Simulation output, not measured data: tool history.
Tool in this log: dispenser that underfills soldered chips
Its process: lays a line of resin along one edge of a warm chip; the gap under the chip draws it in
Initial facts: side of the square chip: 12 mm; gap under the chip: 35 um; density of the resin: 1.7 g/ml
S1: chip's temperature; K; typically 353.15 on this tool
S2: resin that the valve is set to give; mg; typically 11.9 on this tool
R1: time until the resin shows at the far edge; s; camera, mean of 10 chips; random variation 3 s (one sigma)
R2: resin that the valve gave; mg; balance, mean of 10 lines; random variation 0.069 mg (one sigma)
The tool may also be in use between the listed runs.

run	hour	S1	S2	R1	R2
1	0	353.15	11.9	489.9	11.53
2	4.1	353.15	11.9	578.1	11.3
# hour 5.2: new syringe of resin
3	8	353.15	11.9	345.6	11.33
# hour 11.5: dispensing valve cleaned and set on the balance
4	15.3	353.15	11.9	459	11.87
# hour 21.3: new syringe of resin
5	22.5	353.15	11.9	324.2	11.73
6	29.9	361.15	11.9	351	11.76
# hour 36.7: new syringe of resin
7	38.1	353.15	14.1	317.4	13.9
8	45.6	352.15	14.1	457.6	13.95
# hour 51.8: new syringe of resin
9	51.8	352.15	14.1	305.1	13.97
10	58.5	353.15	14.5	399	14.29
11	66.2	368.15	14.5	349.4	14.15
# hour 66.9: new syringe of resin
12	72.1	368.15	14.5	244.9	14.42
13	78.6	368.15	14.5	323.3	14.27
# hour 82: new syringe of resin
14	84.4	368.15	14.5	209	14.11
15	88.2	345.15	12.7	512.7	12.51
# hour 96.8: new syringe of resin
16	96.8	366.15	13.9	204.6	13.51
17	103.1	352.15	13.5	404.1	13.13
18	109.7	349.15	11.6	619.6	11.38
# hour 111.9: new syringe of resin
19	113.4	364.15	12.1	233.9	11.76
20	118.6	364.15	12.1	303.4	11.75
# hour 127.1: new syringe of resin
21	127.1	361.15	14.2	245.4	13.73
22	131.4	361.15	14.2	290.9	13.76
23	138.8	363.15	11	401.1	10.58
# hour 142.3: new syringe of resin
# hour 145.1: stage's temperature calibrated
24	145.6	346.15	13.4	406	12.84
25	152	342.15	13.1	608.6	12.6
26	156.4	342.15	13.1	742.5	12.67
# hour 158.7: new syringe of resin
27	163.8	342.15	13.1	523.9	12.55
28	168.5	348.15	10.9	563.3	10.62

3 ways to go on from here, each from the tool as it stands after run 28. What would each give?
A	172.7	359.15	10.7	?	?
B	172.7	346.15	11.9	?	?
C	172.7	339.15	12.7	?	?

run	R1	R2
A	478.1	10.32
B	685.1	11.4
C	830.1	12.11
The same runs, with their run-to-run variation unchanged, on a tool lacking any hidden condition would have given:
run	R1	R2
A	258.4	10.79
B	372.3	11.92
C	452.2	12.66
